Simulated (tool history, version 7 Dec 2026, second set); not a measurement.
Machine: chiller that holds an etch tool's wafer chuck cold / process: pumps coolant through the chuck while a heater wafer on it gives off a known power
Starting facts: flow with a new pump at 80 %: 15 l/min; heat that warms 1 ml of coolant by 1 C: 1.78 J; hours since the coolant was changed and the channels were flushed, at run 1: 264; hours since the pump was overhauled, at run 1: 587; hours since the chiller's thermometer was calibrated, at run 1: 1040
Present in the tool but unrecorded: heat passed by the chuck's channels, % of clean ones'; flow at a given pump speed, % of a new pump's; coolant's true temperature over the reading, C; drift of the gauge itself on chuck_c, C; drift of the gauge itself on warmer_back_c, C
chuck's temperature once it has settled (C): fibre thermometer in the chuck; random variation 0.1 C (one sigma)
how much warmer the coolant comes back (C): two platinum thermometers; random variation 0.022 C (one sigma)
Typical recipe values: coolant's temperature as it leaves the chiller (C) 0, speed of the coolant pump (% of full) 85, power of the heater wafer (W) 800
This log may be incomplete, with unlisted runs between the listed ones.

| run | hour | coolant's temperature as it leaves the chiller (C) | speed of the coolant pump (% of full) | power of the heater wafer (W) | hours since the coolant was changed and the channels were flushed | hours since the pump was overhauled | hours since the chiller's thermometer was calibrated | chuck's temperature once it has settled (C) | how much warmer the coolant comes back (C) |
|---|---|---|---|---|---|---|---|---|---|
| 1 | 0 | 0 | 85 | 800 | 264 | 587 | 1040 | 5.5 | 1.77 |
| 2 | 73.2 | 0 | 85 | 800 | 337 | 661 | 1114 | 5.5 | 1.74 |
| 3 | 119.3 | 0 | 65 | 800 | 383 | 707 | 1160 | 6.7 | 2.26 |
| 4 | 171.1 | 0 | 85 | 800 | 435 | 759 | 1211 | 5.6 | 1.69 |
| 5 | 222.2 | 0 | 85 | 800 | 486 | 810 | 1263 | 5.6 | 1.7 |
| 6 | 279.1 | 0 | 92 | 800 | 543 | 867 | 1319 | 5.6 | 1.56 |
| 7 | 316.8 | 6 | 92 | 800 | 581 | 904 | 1357 | 11.4 | 1.57 |
|  | 329.3 | coolant pump overhauled |
| 8 | 368 | 4 | 85 | 691 | 627 | 39 | 1403 | 9.1 | 1.53 |
| 9 | 403.9 | -5 | 85 | 800 | 663 | 75 | 1439 | 0.8 | 1.73 |
| 10 | 468.4 | -5 | 85 | 434 | 728 | 139 | 1504 | -1.6 | 0.92 |
|  | 502.7 | coolant pump overhauled, once more |
| 11 | 546.9 | 0 | 96 | 923 | 801 | 44 | 1577 | 6.2 | 1.75 |

4 options for the next run, each taken on its own from the tool as it stands now. Forecast them:
| A | 601.9 | 0 | 91 | 800 | 856 | 99 | 1632 | ? | ? |
| B | 601.9 | 4 | 85 | 800 | 856 | 99 | 1632 | ? | ? |
| C | 601.9 | -8 | 69 | 800 | 856 | 99 | 1632 | ? | ? |
| D | 601.9 | -6 | 62 | 923 | 856 | 99 | 1632 | ? | ? |

| run | chuck's temperature once it has settled (C) | how much warmer the coolant comes back (C) |
|---|---|---|
| A | 5.6 | 1.58 |
| B | 9.7 | 1.69 |
| C | -1.6 | 2.07 |
| D | 1.9 | 2.72 |
Had the tool no hidden state, the same runs would have come out as:
| run | chuck's temperature once it has settled (C) | how much warmer the coolant comes back (C) |
|---|---|---|
| A | 5.2 | 1.58 |
| B | 9.4 | 1.69 |
| C | -2 | 2.06 |
| D | 1.4 | 2.71 |
